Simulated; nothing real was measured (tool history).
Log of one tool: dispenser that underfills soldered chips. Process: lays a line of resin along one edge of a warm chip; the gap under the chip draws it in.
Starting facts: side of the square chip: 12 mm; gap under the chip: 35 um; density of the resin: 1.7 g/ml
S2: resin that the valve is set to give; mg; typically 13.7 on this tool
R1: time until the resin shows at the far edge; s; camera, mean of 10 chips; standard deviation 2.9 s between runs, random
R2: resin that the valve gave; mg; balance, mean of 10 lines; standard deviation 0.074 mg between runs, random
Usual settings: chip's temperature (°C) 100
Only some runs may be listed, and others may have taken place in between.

{"run": 1, "day": 0.0, "chip's temperature (°C)": 100, "S2": 13.7, "R1": 326.1, "R2": 12.92}
{"run": 2, "day": 0.362, "chip's temperature (°C)": 100, "S2": 16.3, "R1": 309.4, "R2": 15.33}
{"run": 3, "day": 0.7, "chip's temperature (°C)": 100, "S2": 16.3, "R1": 310.7, "R2": 15.57}
{"run": 4, "day": 1.038, "chip's temperature (°C)": 100, "S2": 16.3, "R1": 308.8, "R2": 15.49}
{"run": 5, "day": 1.554, "chip's temperature (°C)": 100, "S2": 16.3, "R1": 339.4, "R2": 16.25}
{"run": 6, "day": 2.05, "chip's temperature (°C)": 108, "S2": 15.8, "R1": 218.4, "R2": 15.7}
{"run": 7, "day": 2.546, "chip's temperature (°C)": 108, "S2": 15.8, "R1": 249.9, "R2": 15.61}
{"run": 8, "day": 2.917, "chip's temperature (°C)": 101, "S2": 12.7, "R1": 318.2, "R2": 12.43}
{"run": 9, "day": 3.242, "chip's temperature (°C)": 95, "S2": 12, "R1": 390.2, "R2": 11.78}
{"run": 10, "day": 3.533, "chip's temperature (°C)": 107, "S2": 16, "R1": 248.3, "R2": 15.57}

Not shown here: 11 entries made in the log between runs. Locate each between two listed runs and compare the hidden state at the listed run before it with the hidden state at the listed run after it:
From run 1 to run 2: new syringe of resin (day 0.242)
  resin's viscosity, % of fresh resin's: 111.5 -> 112.8; dose that the valve gives, % of what is set: 95.23 -> 94.93; true chip temperature over the reading, C: 0.73 -> 0.75
  measured minus no-state result, R1: +28.9 -> +29.4 s; R2: -0.65 -> -0.82 mg
From run 2 to run 3: new syringe of resin (day 0.596)
  resin's viscosity, % of fresh resin's: 112.8 -> 111.2; dose that the valve gives, % of what is set: 94.93 -> 94.58; true chip temperature over the reading, C: 0.75 -> 0.77
  measured minus no-state result, R1: +29.4 -> +25.4 s; R2: -0.82 -> -0.89 mg
From run 3 to run 4: new syringe of resin (day 0.942)
  resin's viscosity, % of fresh resin's: 111.2 -> 107.7; dose that the valve gives, % of what is set: 94.58 -> 94.28; true chip temperature over the reading, C: 0.77 -> 0.78
  measured minus no-state result, R1: +25.4 -> +15.7 s; R2: -0.89 -> -0.94 mg
From run 4 to run 5: new syringe of resin (day 1.296); dispensing valve cleaned and set on the balance (day 1.5)
  resin's viscosity, % of fresh resin's: 107.7 -> 122.6; dose that the valve gives, % of what is set: 94.28 -> 99.83; true chip temperature over the reading, C: 0.78 -> 0.81
  measured minus no-state result, R1: +15.7 -> +55.4 s; R2: -0.94 -> -0.03 mg
From run 5 to run 6: new syringe of resin (day 1.708); new syringe of resin (day 2.046)
  resin's viscosity, % of fresh resin's: 122.6 -> 99.7; dose that the valve gives, % of what is set: 99.83 -> 99.32; true chip temperature over the reading, C: 0.81 -> 0.84
  measured minus no-state result, R1: +55.4 -> -6 s; R2: -0.03 -> -0.1 mg
From run 6 to run 7: new syringe of resin (day 2.404)
  resin's viscosity, % of fresh resin's: 99.7 -> 114.5; dose that the valve gives, % of what is set: 99.32 -> 98.84; true chip temperature over the reading, C: 0.84 -> 0.86
  measured minus no-state result, R1: -6 -> +26.2 s; R2: -0.1 -> -0.19 mg
From run 7 to run 8: new syringe of resin (day 2.762)
  resin's viscosity, % of fresh resin's: 114.5 -> 113.8; dose that the valve gives, % of what is set: 98.84 -> 98.49; true chip temperature over the reading, C: 0.86 -> 0.88
  measured minus no-state result, R1: +26.2 -> +31.5 s; R2: -0.19 -> -0.2 mg
From run 8 to run 9: new syringe of resin (day 3.1)
  resin's viscosity, % of fresh resin's: 113.8 -> 114.2; dose that the valve gives, % of what is set: 98.49 -> 98.2; true chip temperature over the reading, C: 0.88 -> 0.9
  measured minus no-state result, R1: +31.5 -> +40.1 s; R2: -0.2 -> -0.22 mg
From run 9 to run 10: new syringe of resin (day 3.446)
  resin's viscosity, % of fresh resin's: 114.2 -> 108.7; dose that the valve gives, % of what is set: 98.2 -> 97.94; true chip temperature over the reading, C: 0.9 -> 0.92
  measured minus no-state result, R1: +40.1 -> +13.7 s; R2: -0.22 -> -0.33 mg
